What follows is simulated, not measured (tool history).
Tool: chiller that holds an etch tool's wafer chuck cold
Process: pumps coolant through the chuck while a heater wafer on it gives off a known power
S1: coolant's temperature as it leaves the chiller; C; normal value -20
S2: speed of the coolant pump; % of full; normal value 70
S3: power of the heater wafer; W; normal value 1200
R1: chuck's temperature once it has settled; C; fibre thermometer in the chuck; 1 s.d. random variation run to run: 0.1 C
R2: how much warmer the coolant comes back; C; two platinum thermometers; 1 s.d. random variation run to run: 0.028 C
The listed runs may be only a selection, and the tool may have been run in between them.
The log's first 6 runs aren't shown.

Run 7, hour 574.6: usual settings but S1 -15 C, S3 1662 W. Result: R1 7.7 C, R2 5.18 C.
Run 8, hour 666.1: usual settings but S1 -15 C, S3 1662 W. Result: R1 7.7 C, R2 5.17 C.
Run 9, hour 724.1: usual settings. Result: R1 -3.5 C, R2 3.76 C.
Run 10, hour 815.3: usual settings. Result: R1 -3.5 C, R2 3.72 C.
Run 11, hour 956.7: usual settings. Result: R1 -3.3 C, R2 3.79 C.
Run 12, hour 1090.9: usual settings but S1 -17 C. Result: R1 -0.3 C, R2 3.75 C.
Run 13, hour 1222.3: usual settings. Result: R1 -3.1 C, R2 3.81 C.
Run 14, hour 1351: usual settings. Result: R1 -3 C, R2 3.81 C.
Run 15, hour 1475.8: usual settings. Result: R1 -2.8 C, R2 3.78 C.
Run 16, hour 1585.7: usual settings but S3 1045 W. Result: R1 -5 C, R2 3.3 C.
Run 17, hour 1693.2: usual settings but S1 -10 C, S3 1045 W. Result: R1 5.4 C, R2 3.31 C.
Run 18, hour 1800.1: usual settings but S1 -24 C, S2 77 % of full, S3 892 W. Result: R1 -12 C, R2 2.56 C.
Run 19, hour 1897.4: usual settings but S1 -24 C, S2 80 % of full, S3 982 W. Result: R1 -10.9 C, R2 2.7 C.
Run 20, hour 1993.5: usual settings but S1 -24 C, S2 80 % of full, S3 982 W. Result: R1 -10.9 C, R2 2.7 C.
Run 21, hour 2131.5: usual settings but S1 -17 C, S2 83 % of full, S3 1216 W. Result: R1 -1.4 C, R2 3.16 C.
Run 22, hour 2253: usual settings but S1 -17 C, S3 995 W. Result: R1 -2.1 C, R2 3.21 C.
Run 23, hour 2376.9: usual settings but S1 -15 C, S3 975 W. Result: R1 -0.1 C, R2 3.16 C.
At hour 2416.3: coolant pump overhauled.
Run 24, hour 2503: usual settings but S1 -15 C, S3 975 W. Result: R1 -1.3 C, R2 2.74 C.
Run 25, hour 2635.7: usual settings but S2 66 % of full, S3 894 W. Result: R1 -6.9 C, R2 2.73 C.
Run 26, hour 2734.4: usual settings but S1 -27 C, S2 81 % of full, S3 1354 W. Result: R1 -10.4 C, R2 3.27 C.
At hour 2851.7: coolant changed, channels flushed.
Run 27, hour 2866.9: usual settings but S1 -27 C, S2 68 % of full, S3 1029 W. Result: R1 -14.4 C, R2 3.04 C.
At hour 2940.4: chiller's thermometer calibrated.
Run 28, hour 2994.3: usual settings but S2 66 % of full, S3 689 W. Result: R1 -11.7 C, R2 2.12 C.
Run 29, hour 3068.2: usual settings but S1 -19 C, S2 61 % of full, S3 1442 W. Result: R1 -0.4 C, R2 4.79 C.
Run 30, hour 3189.5: usual settings but S1 -13 C, S2 67 % of full, S3 620 W. Result: R1 -5.7 C, R2 1.86 C.
Run 31, hour 3255.9: usual settings but S1 -13 C, S2 67 % of full, S3 620 W. Result: R1 -5.7 C, R2 1.87 C.

5 ways to go on from here, each from the tool as it stands after run 31. What would each give?
Run A, hour 3383.8: usual settings but S1 -25 C, S2 84 % of full, S3 620 W. Result: R1 ?, R2 ?.
Run B, hour 3383.8: usual settings but S1 -15 C, S2 67 % of full, S3 620 W. Result: R1 ?, R2 ?.
Run C, hour 3383.8: usual settings but S2 73 % of full, S3 816 W. Result: R1 ?, R2 ?.
Run D, hour 3383.8: usual settings but S1 -30 C, S2 64 % of full, S3 623 W. Result: R1 ?, R2 ?.
Run E, hour 3383.8: usual settings but S1 -13 C, S2 66 % of full, S3 1419 W. Result: R1 ?, R2 ?.

run     R1    R2
  A  -18.8  1.41
  B   -7.4  1.91
  C  -10.8  2.27
  D  -22.1  1.99
  E    4.5  4.32
Without the tool's hidden state the same runs would have given:
run     R1    R2
  A  -19.1  1.37
  B   -7.7  1.87
  C  -11.2  2.22
  D  -22.4  1.94
  E    3.8  4.22
